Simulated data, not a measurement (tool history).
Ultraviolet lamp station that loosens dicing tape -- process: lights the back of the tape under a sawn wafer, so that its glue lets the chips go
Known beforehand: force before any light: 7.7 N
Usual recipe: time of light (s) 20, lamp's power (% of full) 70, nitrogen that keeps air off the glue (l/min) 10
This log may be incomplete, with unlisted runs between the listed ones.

run,hour,time of light (s),lamp's power (% of full),nitrogen that keeps air off the glue (l/min),force that peels the tape off (N),light that reached the tape (mJ/cm2)
1,0.0,20,70,10,1.308,397
2,27.1,20,70,10,1.351,401
3,57.6,20,70,10,1.350,392
4,74.3,20,70,10,1.357,396
5,100.0,26,70,10,0.881,512
6,122.4,26,70,10,0.900,508
7,141.5,26,70,10,0.852,505
8,166.9,20,70,10,1.426,389
9,190.3,20,70,10,1.399,383
10,205.9,20,70,10,1.427,387
11,223.0,20,70,11,1.443,386
12,250.6,20,70,4,2.245,381
13,279.6,20,70,4,2.150,377
14,309.1,20,70,4,2.175,377
15,339.2,20,70,4,2.205,371
16,368.6,20,70,10,1.471,370
17,394.9,20,70,10,1.532,367
18,421.6,20,70,10,1.525,367
19,454.0,20,70,10,1.554,354
# hour 472.3: window cleaned of glue's vapour
20,479.2,20,70,10,1.500,377
21,496.2,31,91,20,0.283,762
22,518.7,31,91,20,0.292,756
23,540.3,11,70,8,3.316,203
24,567.5,19,95,7,1.202,472
25,582.5,10,88,18,2.477,234
26,604.7,36,72,17,0.367,675
27,634.1,27,90,11,0.540,633
28,653.0,33,90,5,0.584,764
29,680.5,33,90,5,0.603,768
30,702.6,33,90,5,0.591,753
31,724.5,11,70,6,3.574,192
32,756.6,23,95,12,0.680,550
33,777.3,23,95,12,0.681,550
34,793.6,13,64,11,2.991,207
35,816.1,40,70,19,0.338,695

4 options for the next run, each taken on its own from the tool as it stands now. Forecast them:
A,838.8,29,68,15,?,?
B,838.8,23,82,5,?,?
C,838.8,33,66,10,?,?
D,838.8,19,67,16,?,?

run,force that peels the tape off (N),light that reached the tape (mJ/cm2)
A,0.773,485
B,1.474,466
C,0.777,533
D,1.655,306
With the hidden condition removed and each run's random variation left untouched, the same runs would have given:
run,force that peels the tape off (N),light that reached the tape (mJ/cm2)
A,0.502,598
B,1.038,573
C,0.507,656
D,1.184,378
